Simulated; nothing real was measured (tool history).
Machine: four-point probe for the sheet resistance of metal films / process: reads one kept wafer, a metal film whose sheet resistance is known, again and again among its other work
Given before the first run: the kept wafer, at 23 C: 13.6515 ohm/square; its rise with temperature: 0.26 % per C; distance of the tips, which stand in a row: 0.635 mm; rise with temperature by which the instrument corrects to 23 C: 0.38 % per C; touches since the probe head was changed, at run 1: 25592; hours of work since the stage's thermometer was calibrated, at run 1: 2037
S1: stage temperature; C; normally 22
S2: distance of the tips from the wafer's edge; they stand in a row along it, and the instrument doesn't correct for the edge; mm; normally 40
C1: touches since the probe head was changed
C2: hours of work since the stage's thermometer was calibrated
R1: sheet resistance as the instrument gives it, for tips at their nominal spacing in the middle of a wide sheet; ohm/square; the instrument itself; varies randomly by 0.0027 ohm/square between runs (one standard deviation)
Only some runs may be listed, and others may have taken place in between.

Run 1, hour 0.0: usual settings; C1 25592; C2 2037. Result: R1 13.686265 ohm/square.
Run 2, hour 63.7: usual settings but S2 74 mm; C1 26678; C2 2078. Result: R1 13.684986 ohm/square.
Run 3, hour 120.2: usual settings but S2 74 mm; C1 27641; C2 2114. Result: R1 13.681479 ohm/square.
Run 4, hour 165.7: usual settings; C1 28418; C2 2143. Result: R1 13.684867 ohm/square.
Run 5, hour 232.2: usual settings; C1 29553; C2 2186. Result: R1 13.682833 ohm/square.
Run 6, hour 285.6: usual settings; C1 30463; C2 2220. Result: R1 13.682625 ohm/square.
Run 7, hour 317.7: usual settings but S1 19 C; C1 31011; C2 2241. Result: R1 13.733497 ohm/square.
Run 8, hour 387.8: usual settings but S1 32 C; C1 32206; C2 2286. Result: R1 13.517838 ohm/square.
Run 9, hour 441.8: usual settings but S1 32 C; C1 33127; C2 2320. Result: R1 13.520556 ohm/square.
Run 10, hour 504.1: usual settings but S1 32 C; C1 34190; C2 2360. Result: R1 13.516052 ohm/square.
Run 11, hour 548.7: usual settings but S1 32 C, S2 3 mm; C1 34951; C2 2389. Result: R1 13.838136 ohm/square.
Run 12, hour 585.3: usual settings but S1 32 C, S2 3 mm; C1 35575; C2 2412. Result: R1 13.837168 ohm/square.
Run 13, hour 648.2: usual settings but S1 30 C, S2 69 mm; C1 36648; C2 2453. Result: R1 13.547978 ohm/square.
Run 14, hour 694.3: usual settings but S1 27 C, S2 9 mm; C1 37435; C2 2482. Result: R1 13.632685 ohm/square.
Run 15, hour 751.0: usual settings but S1 20 C; C1 38402; C2 2518. Result: R1 13.713267 ohm/square.
Run 16, hour 781.0: usual settings but S1 21 C, S2 8 mm; C1 38914; C2 2538. Result: R1 13.740470 ohm/square.
Run 17, hour 835.5: usual settings but S1 27 C, S2 35 mm; C1 39842; C2 2572. Result: R1 13.592781 ohm/square.
Run 18, hour 902.8: usual settings but S1 33 C, S2 8 mm; C1 40990; C2 2616. Result: R1 13.548436 ohm/square.
Run 19, hour 954.8: usual settings but S1 33 C, S2 8 mm; C1 41878; C2 2649. Result: R1 13.545026 ohm/square.
Run 20, hour 991.0: usual settings but S1 23 C, S2 5 mm; C1 42495; C2 2672. Result: R1 13.777130 ohm/square.

Pick out some run-to-run changes in R1. Of each, how much would a tool without hidden state show as well, from the settings, what came in and chance, and how much is left for the hidden state and any gauge scatter not in both results compared?
What the log doesn't record here: inner tips' distance over the nominal, %; tips' flats over new ones', %; wafer's true temperature over the reading, C; drift of the gauge itself on sheet_ohm, %.
Run 7 -> 8: S1 19 -> 32. R1 -0.215659 ohm/square: hidden state -0.001731, all else -0.213928.
Run 10 -> 11: S2 40 -> 3. R1 +0.322084 ohm/square: hidden state -0.000226, all else +0.322310.
Run 12 -> 13: S1 32 -> 30, S2 3 -> 69. R1 -0.289190 ohm/square: hidden state -0.000649, all else -0.288541.
Run 16 -> 17: S1 21 -> 27, S2 8 -> 35. R1 -0.147689 ohm/square: hidden state -0.001091, all else -0.146598.
